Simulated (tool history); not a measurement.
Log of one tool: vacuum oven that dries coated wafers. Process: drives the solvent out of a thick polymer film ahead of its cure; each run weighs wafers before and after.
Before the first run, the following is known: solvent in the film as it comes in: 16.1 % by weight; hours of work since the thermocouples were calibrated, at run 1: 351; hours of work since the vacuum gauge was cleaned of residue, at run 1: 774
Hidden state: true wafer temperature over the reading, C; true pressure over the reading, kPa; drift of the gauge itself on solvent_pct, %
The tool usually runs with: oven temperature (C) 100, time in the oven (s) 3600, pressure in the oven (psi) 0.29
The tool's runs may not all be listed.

run   hour  oven temperature (C)  time in the oven (s)  pressure in the oven (psi)  hours of work since the thermocouples were calibrated  hours of work since the vacuum gauge was cleaned of residue  solvent left in the film (%)
  1      0                   100                  3600                        0.29                                                    351                                                          774                          3.24
  2   27.4                   100                  2520                        0.29                                                    363                                                          786                          4.73
  3   44.4                   100                  2520                        0.29                                                    369                                                          793                          4.83
  4   66.8                   100                  3600                        0.29                                                    379                                                          802                          3.16
  5   89.1                   100                  2340                        0.29                                                    388                                                          811                          5.14
  6  114.4                   108                  2340                        0.29                                                    398                                                          821                          2.82
  7  135.5                   100                  3600                        0.29                                                    407                                                          830                          3.18
  8  152.2                   100                  3600                        0.29                                                    414                                                          837                          3.24
  9  166.7                   100                  3600                       0.309                                                    420                                                          843                          3.17
 10  185.3                   100                  3600                       0.309                                                    427                                                          850                          3.26
 11  202.3                   100                  3600                        0.29                                                    434                                                          857                          3.25
 12  214.5                   100                  3600                        0.29                                                    439                                                          862                          3.21
 13  232.9                   100                  3600                        0.29                                                    447                                                          870                          3.27
     236.3  -- vacuum gauge cleaned of residue and calibrated
 14  253.3                   100                  3480                        0.29                                                    454                                                            7                           3.4
 15  280.8                   100                  3600                       0.725                                                    466                                                           18                          3.56
 16    305                   100                  3600                        0.29                                                    475                                                           28                          3.29
 17  317.6                   100                  3600                        0.29                                                    481                                                           33                           3.3
 18  345.8                   105                  2520                       0.167                                                    492                                                           45                          3.33
 19  359.1                   108                  2520                       0.161                                                    498                                                           50                          2.45
 20  383.7                   113                  3600                        0.29                                                    508                                                           60                          0.83
     392.2  -- vacuum gauge cleaned of residue and calibrated, once more
 21  407.5                   113                  3600                        0.29                                                    517                                                            6                          0.82
 22  427.6                   113                  3600                        0.29                                                    525                                                           14                           0.8
 23  455.8                    93                  2280                       0.145                                                    537                                                           26                          7.25
 24  484.8                    85                  1920                       0.316                                                    548                                                           38                          9.96
 25  501.3                    96                  1920                        0.46                                                    555                                                           45                           7.4
 26  521.5                    94                  3600                        0.29                                                    563                                                           53                          4.96
 27  539.1                   108                  3600                       0.381                                                    571                                                           60                          1.54
 28    554                    95                  3960                       0.914                                                    577                                                           66                          5.28
 29  571.7                   100                  5640                       0.876                                                    584                                                           73                          2.42
 30  595.6                   100                  2580                       0.177                                                    594                                                           83                           4.7
 31  610.9                   100                  2580                       0.177                                                    600                                                           89                          4.69
 32  627.9                   100                  2580                       0.177                                                    607                                                           96                          4.56
 33  654.6                    87                  4920                       0.335                                                    618                                                          107                          5.91

Here are 5 independent what-if runs from the current tool condition. What would each one return?
  A  676.8                    87                  1980                       0.191                                                    627                                                          116                             ?
  B  676.8                   104                  3240                       0.257                                                    627                                                          116                             ?
  C  676.8                    87                  4920                       0.616                                                    627                                                          116                             ?
  D  676.8                    94                  4800                       0.872                                                    627                                                          116                             ?
  E  676.8                   115                  3600                        0.29                                                    627                                                          116                             ?

run  solvent left in the film (%)
  A                          9.29
  B                          2.67
  C                          6.32
  D                           4.6
  E                          0.64
Had the tool no hidden state, the same runs would have come out as:
run  solvent left in the film (%)
  A                          8.98
  B                          2.34
  C                          5.88
  D                           4.2
  E                          0.54

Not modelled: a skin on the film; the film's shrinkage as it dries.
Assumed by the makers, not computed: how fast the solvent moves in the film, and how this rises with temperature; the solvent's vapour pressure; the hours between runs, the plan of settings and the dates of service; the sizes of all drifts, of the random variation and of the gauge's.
